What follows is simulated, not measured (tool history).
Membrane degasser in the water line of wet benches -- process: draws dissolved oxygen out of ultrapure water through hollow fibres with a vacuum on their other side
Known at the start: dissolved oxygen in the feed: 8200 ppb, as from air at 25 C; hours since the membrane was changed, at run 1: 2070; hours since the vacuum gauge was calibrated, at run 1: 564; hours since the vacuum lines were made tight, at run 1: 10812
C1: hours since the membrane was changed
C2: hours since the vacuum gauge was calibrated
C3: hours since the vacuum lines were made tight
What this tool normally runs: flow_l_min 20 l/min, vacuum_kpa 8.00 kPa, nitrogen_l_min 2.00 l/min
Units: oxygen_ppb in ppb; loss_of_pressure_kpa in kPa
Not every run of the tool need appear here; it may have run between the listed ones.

Run 1, day 0.000: usual settings; C1 2070; C2 564; C3 10812. Result: oxygen_ppb 146.5 ppb, loss_of_pressure_kpa 58.03 kPa.
Run 2, day 1.879: usual settings; C1 2115; C2 609; C3 10857. Result: oxygen_ppb 142.3 ppb, loss_of_pressure_kpa 58.69 kPa.
Run 3, day 4.367: usual settings but nitrogen_l_min 2.88 l/min; C1 2175; C2 669; C3 10917. Result: oxygen_ppb 113.2 ppb, loss_of_pressure_kpa 58.36 kPa.
Run 4, day 8.504: usual settings; C1 2274; C2 768; C3 11016. Result: oxygen_ppb 145.1 ppb, loss_of_pressure_kpa 58.45 kPa.
Run 5, day 13.050: usual settings; C1 2383; C2 877; C3 11125. Result: oxygen_ppb 145.3 ppb, loss_of_pressure_kpa 58.29 kPa.
Run 6, day 17.554: usual settings; C1 2491; C2 986; C3 11233. Result: oxygen_ppb 147.4 ppb, loss_of_pressure_kpa 58.10 kPa.
Run 7, day 21.642: usual settings but flow_l_min 12 l/min; C1 2590; C2 1084; C3 11331. Result: oxygen_ppb 72.3 ppb, loss_of_pressure_kpa 35.22 kPa.
Run 8, day 25.575: usual settings but flow_l_min 12 l/min; C1 2684; C2 1178; C3 11426. Result: oxygen_ppb 71.4 ppb, loss_of_pressure_kpa 34.84 kPa.
Run 9, day 27.808: usual settings but flow_l_min 14 l/min; C1 2738; C2 1232; C3 11479. Result: oxygen_ppb 87.4 ppb, loss_of_pressure_kpa 40.63 kPa.
Run 10, day 30.088: usual settings but flow_l_min 16 l/min; C1 2792; C2 1286; C3 11534. Result: oxygen_ppb 103.0 ppb, loss_of_pressure_kpa 46.93 kPa.
Run 11, day 33.712: usual settings but flow_l_min 14 l/min; C1 2879; C2 1373; C3 11621. Result: oxygen_ppb 86.7 ppb, loss_of_pressure_kpa 40.77 kPa.
Run 12, day 37.025: usual settings but flow_l_min 14 l/min; C1 2959; C2 1453; C3 11700. Result: oxygen_ppb 86.2 ppb, loss_of_pressure_kpa 40.55 kPa.
Run 13, day 39.067: usual settings but flow_l_min 14 l/min; C1 3008; C2 1502; C3 11749. Result: oxygen_ppb 87.2 ppb, loss_of_pressure_kpa 40.89 kPa.
Run 14, day 42.342: usual settings; C1 3086; C2 1580; C3 11828. Result: oxygen_ppb 146.6 ppb, loss_of_pressure_kpa 58.58 kPa.
Run 15, day 44.971: usual settings; C1 3150; C2 1644; C3 11891. Result: oxygen_ppb 143.6 ppb, loss_of_pressure_kpa 58.44 kPa.
Run 16, day 49.333: usual settings; C1 3254; C2 1748; C3 11996. Result: oxygen_ppb 145.7 ppb, loss_of_pressure_kpa 59.08 kPa.
Run 17, day 53.583: usual settings but flow_l_min 13 l/min, vacuum_kpa 16.52 kPa, nitrogen_l_min 0.81 l/min; C1 3356; C2 1850; C3 12098. Result: oxygen_ppb 471.0 ppb, loss_of_pressure_kpa 37.68 kPa.
Run 18, day 57.488: usual settings but flow_l_min 13 l/min, vacuum_kpa 16.52 kPa, nitrogen_l_min 0.81 l/min; C1 3450; C2 1944; C3 12192. Result: oxygen_ppb 484.4 ppb, loss_of_pressure_kpa 38.30 kPa.
Run 19, day 60.154: usual settings but flow_l_min 13 l/min, vacuum_kpa 16.52 kPa, nitrogen_l_min 0.81 l/min; C1 3514; C2 2008; C3 12256. Result: oxygen_ppb 469.8 ppb, loss_of_pressure_kpa 37.88 kPa.
Run 20, day 63.783: usual settings but flow_l_min 26 l/min, vacuum_kpa 5.24 kPa, nitrogen_l_min 5.46 l/min; C1 3601; C2 2095; C3 12343. Result: oxygen_ppb 118.5 ppb, loss_of_pressure_kpa 75.81 kPa.
Run 21, day 65.658: usual settings; C1 3646; C2 2140; C3 12388. Result: oxygen_ppb 149.1 ppb, loss_of_pressure_kpa 58.56 kPa.
Run 22, day 68.688: usual settings; C1 3719; C2 2213; C3 12460. Result: oxygen_ppb 149.9 ppb, loss_of_pressure_kpa 58.57 kPa.
Run 23, day 72.496: usual settings but flow_l_min 19 l/min, vacuum_kpa 13.45 kPa; C1 3810; C2 2304; C3 12552. Result: oxygen_ppb 256.8 ppb, loss_of_pressure_kpa 55.75 kPa.
Run 24, day 75.367: usual settings but flow_l_min 22 l/min, vacuum_kpa 13.03 kPa, nitrogen_l_min 5.20 l/min; C1 3879; C2 2373; C3 12621. Result: oxygen_ppb 151.2 ppb, loss_of_pressure_kpa 64.58 kPa.
Run 25, day 78.204: usual settings but flow_l_min 22 l/min, vacuum_kpa 13.03 kPa, nitrogen_l_min 5.20 l/min; C1 3947; C2 2441; C3 12689. Result: oxygen_ppb 150.5 ppb, loss_of_pressure_kpa 64.65 kPa.
Run 26, day 80.708: usual settings but flow_l_min 26 l/min, vacuum_kpa 18.97 kPa, nitrogen_l_min 3.05 l/min; C1 4007; C2 2501; C3 12749. Result: oxygen_ppb 399.9 ppb, loss_of_pressure_kpa 76.17 kPa.
Run 27, day 84.762: usual settings but flow_l_min 17 l/min, vacuum_kpa 10.90 kPa; C1 4104; C2 2599; C3 12846. Result: oxygen_ppb 172.3 ppb, loss_of_pressure_kpa 49.73 kPa.
Run 28, day 87.708: usual settings but vacuum_kpa 6.38 kPa, nitrogen_l_min 4.37 l/min; C1 4175; C2 2669; C3 12917. Result: oxygen_ppb 71.0 ppb, loss_of_pressure_kpa 58.61 kPa.
Run 29, day 91.425: usual settings but flow_l_min 16 l/min, vacuum_kpa 17.10 kPa, nitrogen_l_min 2.81 l/min; C1 4264; C2 2758; C3 13006. Result: oxygen_ppb 203.5 ppb, loss_of_pressure_kpa 46.94 kPa.
Run 30, day 94.633: usual settings but flow_l_min 21 l/min, vacuum_kpa 5.57 kPa; C1 4341; C2 2835; C3 13083. Result: oxygen_ppb 102.5 ppb, loss_of_pressure_kpa 62.11 kPa.
Run 31, day 98.288: usual settings but flow_l_min 21 l/min, vacuum_kpa 15.43 kPa, nitrogen_l_min 4.69 l/min; C1 4429; C2 2923; C3 13171. Result: oxygen_ppb 174.0 ppb, loss_of_pressure_kpa 61.54 kPa.
Run 32, day 100.575: usual settings but flow_l_min 21 l/min, vacuum_kpa 15.43 kPa, nitrogen_l_min 4.69 l/min; C1 4484; C2 2978; C3 13226. Result: oxygen_ppb 173.0 ppb, loss_of_pressure_kpa 61.55 kPa.

Below, some changes in oxygen_ppb between adjacent runs. For each, the amount present without the hidden state too (settings, incoming material, random variation) and the amount remaining for the hidden state with gauge scatter not shared by both compared results:
The hidden state here: membrane still open, %; true pressure behind the membrane over the reading, kPa; air that leaks in behind the membrane, l/min; drift of the gauge itself on oxygen_ppb, %; drift of the gauge itself on loss_of_pressure_kpa, %.
Run 16 -> 17: flow_l_min 20 -> 13, vacuum_kpa 8.00 -> 16.52, nitrogen_l_min 2.00 -> 0.81. oxygen_ppb +325.3 ppb: hidden state +1.8, all else +323.5.
Run 19 -> 20: flow_l_min 13 -> 26, vacuum_kpa 16.52 -> 5.24, nitrogen_l_min 0.81 -> 5.46. oxygen_ppb -351.3 ppb: hidden state +0.4, all else -351.7.
Run 20 -> 21: flow_l_min 26 -> 20, vacuum_kpa 5.24 -> 8.00, nitrogen_l_min 5.46 -> 2.00. oxygen_ppb +30.6 ppb: hidden state -1.9, all else +32.5.
Run 25 -> 26: flow_l_min 22 -> 26, vacuum_kpa 13.03 -> 18.97, nitrogen_l_min 5.20 -> 3.05. oxygen_ppb +249.4 ppb: hidden state +2.5, all else +246.9.
Run 26 -> 27: flow_l_min 26 -> 17, vacuum_kpa 18.97 -> 10.90, nitrogen_l_min 3.05 -> 2.00. oxygen_ppb -227.6 ppb: hidden state -3.7, all else -223.9.
